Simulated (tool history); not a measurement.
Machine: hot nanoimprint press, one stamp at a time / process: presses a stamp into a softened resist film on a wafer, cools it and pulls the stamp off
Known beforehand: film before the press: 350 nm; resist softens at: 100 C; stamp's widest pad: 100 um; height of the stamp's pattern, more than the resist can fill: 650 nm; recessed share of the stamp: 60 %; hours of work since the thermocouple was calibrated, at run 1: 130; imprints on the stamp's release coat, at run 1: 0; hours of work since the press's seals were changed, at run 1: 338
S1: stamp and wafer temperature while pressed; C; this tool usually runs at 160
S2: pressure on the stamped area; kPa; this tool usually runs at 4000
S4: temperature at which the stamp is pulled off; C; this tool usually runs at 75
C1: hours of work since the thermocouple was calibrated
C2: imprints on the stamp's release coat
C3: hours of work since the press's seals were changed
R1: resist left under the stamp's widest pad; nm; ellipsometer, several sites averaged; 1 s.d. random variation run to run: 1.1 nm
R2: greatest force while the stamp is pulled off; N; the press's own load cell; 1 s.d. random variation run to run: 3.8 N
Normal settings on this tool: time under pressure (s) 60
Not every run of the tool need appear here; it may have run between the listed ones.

{"run": 1, "hour": 0.0, "S1": 160, "S2": 4000, "time under pressure (s)": 60, "S4": 75, "C1": 130, "C2": 0, "C3": 338, "R1": 176.8, "R2": 190}
{"run": 2, "hour": 8.2, "S1": 160, "S2": 4000, "time under pressure (s)": 60, "S4": 75, "C1": 136, "C2": 35, "C3": 345, "R1": 174.8, "R2": 190}
{"run": 3, "hour": 18.4, "S1": 160, "S2": 4000, "time under pressure (s)": 60, "S4": 75, "C1": 144, "C2": 78, "C3": 353, "R1": 177.1, "R2": 187}
{"run": 4, "hour": 23.8, "S1": 160, "S2": 4000, "time under pressure (s)": 60, "S4": 75, "C1": 148, "C2": 101, "C3": 357, "R1": 177.2, "R2": 194}
{"run": 5, "hour": 29.2, "S1": 160, "S2": 4000, "time under pressure (s)": 60, "S4": 75, "C1": 153, "C2": 124, "C3": 361, "R1": 178.6, "R2": 185}
{"run": 6, "hour": 33.8, "S1": 160, "S2": 4000, "time under pressure (s)": 60, "S4": 83, "C1": 156, "C2": 143, "C3": 365, "R1": 176.9, "R2": 172}
{"run": 7, "hour": 40.1, "S1": 160, "S2": 4000, "time under pressure (s)": 60, "S4": 75, "C1": 161, "C2": 170, "C3": 370, "R1": 178.1, "R2": 186}
{"run": 8, "hour": 50.1, "S1": 160, "S2": 2960, "time under pressure (s)": 60, "S4": 75, "C1": 169, "C2": 212, "C3": 378, "R1": 206.1, "R2": 199}
{"run": 9, "hour": 56.7, "S1": 160, "S2": 4920, "time under pressure (s)": 60, "S4": 75, "C1": 174, "C2": 240, "C3": 383, "R1": 160.4, "R2": 199}
{"run": 10, "hour": 67.0, "S1": 161, "S2": 4000, "time under pressure (s)": 60, "S4": 75, "C1": 183, "C2": 284, "C3": 391, "R1": 171.1, "R2": 199}
{"run": 11, "hour": 73.2, "S1": 160, "S2": 4000, "time under pressure (s)": 60, "S4": 75, "C1": 187, "C2": 310, "C3": 396, "R1": 182, "R2": 192}
{"run": 12, "hour": 81.3, "S1": 160, "S2": 4000, "time under pressure (s)": 60, "S4": 75, "C1": 194, "C2": 344, "C3": 402, "R1": 180.5, "R2": 193}
{"run": 13, "hour": 87.8, "S1": 160, "S2": 4000, "time under pressure (s)": 60, "S4": 75, "C1": 199, "C2": 371, "C3": 408, "R1": 180.5, "R2": 204}
{"hour": 91.7, "done": "plate thermocouple calibrated"}
{"run": 14, "hour": 96.9, "S1": 160, "S2": 4000, "time under pressure (s)": 60, "S4": 75, "C1": 4, "C2": 397, "C3": 412, "R1": 184.5, "R2": 198}
{"run": 15, "hour": 105.1, "S1": 160, "S2": 4000, "time under pressure (s)": 60, "S4": 75, "C1": 11, "C2": 432, "C3": 419, "R1": 187.1, "R2": 206}
{"run": 16, "hour": 114.2, "S1": 162, "S2": 4290, "time under pressure (s)": 60, "S4": 75, "C1": 18, "C2": 470, "C3": 426, "R1": 164.3, "R2": 199}
{"run": 17, "hour": 120.8, "S1": 162, "S2": 3090, "time under pressure (s)": 82, "S4": 71, "C1": 23, "C2": 498, "C3": 431, "R1": 173.4, "R2": 209}
{"run": 18, "hour": 129.1, "S1": 162, "S2": 3090, "time under pressure (s)": 82, "S4": 71, "C1": 29, "C2": 533, "C3": 438, "R1": 176.1, "R2": 206}
{"run": 19, "hour": 137.2, "S1": 162, "S2": 2890, "time under pressure (s)": 54, "S4": 72, "C1": 36, "C2": 567, "C3": 444, "R1": 204.8, "R2": 208}
{"hour": 142.7, "done": "plate thermocouple calibrated, once more"}
{"run": 20, "hour": 150.9, "S1": 162, "S2": 2890, "time under pressure (s)": 54, "S4": 72, "C1": 6, "C2": 613, "C3": 453, "R1": 188.2, "R2": 197}
{"run": 21, "hour": 157.2, "S1": 162, "S2": 5000, "time under pressure (s)": 54, "S4": 72, "C1": 11, "C2": 639, "C3": 457, "R1": 142.8, "R2": 212}
{"run": 22, "hour": 164.5, "S1": 162, "S2": 5000, "time under pressure (s)": 54, "S4": 72, "C1": 17, "C2": 670, "C3": 463, "R1": 142.9, "R2": 209}
{"run": 23, "hour": 172.4, "S1": 162, "S2": 5000, "time under pressure (s)": 54, "S4": 72, "C1": 23, "C2": 704, "C3": 470, "R1": 142.4, "R2": 220}
{"run": 24, "hour": 182.0, "S1": 154, "S2": 5650, "time under pressure (s)": 95, "S4": 70, "C1": 31, "C2": 744, "C3": 477, "R1": 162.9, "R2": 219}
{"run": 25, "hour": 191.8, "S1": 170, "S2": 5930, "time under pressure (s)": 95, "S4": 70, "C1": 39, "C2": 785, "C3": 485, "R1": 72.6, "R2": 220}
{"run": 26, "hour": 197.9, "S1": 160, "S2": 5660, "time under pressure (s)": 60, "S4": 75, "C1": 44, "C2": 811, "C3": 490, "R1": 145.6, "R2": 215}
{"run": 27, "hour": 208.0, "S1": 160, "S2": 2920, "time under pressure (s)": 60, "S4": 80, "C1": 51, "C2": 854, "C3": 498, "R1": 199.6, "R2": 196}
{"run": 28, "hour": 214.3, "S1": 160, "S2": 5350, "time under pressure (s)": 35, "S4": 80, "C1": 56, "C2": 880, "C3": 503, "R1": 176.6, "R2": 194}
{"run": 29, "hour": 223.8, "S1": 157, "S2": 5090, "time under pressure (s)": 84, "S4": 75, "C1": 64, "C2": 921, "C3": 510, "R1": 157.6, "R2": 214}

Below, some changes in R1 between adjacent runs. For each, the amount present without the hidden state too (settings, incoming material, random variation) and the amount remaining for the hidden state with gauge scatter not shared by both compared results:
Hidden conditions of the tool in this case: true temperature over the reading, C; pressure that arrives at the usual setting, %; grip of the stamp's worn release coat, % over a new coat's; drift of the gauge itself on residual_nm, %; drift of the gauge itself on pull_off_n, %.
Run 13 -> 14: plate thermocouple calibrated. R1 +4 nm: hidden state +6.3, all else -2.3.
Run 19 -> 20: plate thermocouple calibrated, once more. R1 -16.6 nm: hidden state -18.4, all else +1.8.
Run 24 -> 25: S1 154 -> 170, S2 5650 -> 5930. R1 -90.3 nm: hidden state -2.1, all else -88.2.
Run 25 -> 26: S1 170 -> 160, S2 5930 -> 5660, time under pressure (s) 95 -> 60, S4 70 -> 75. R1 +73 nm: hidden state +2.3, all else +70.7.
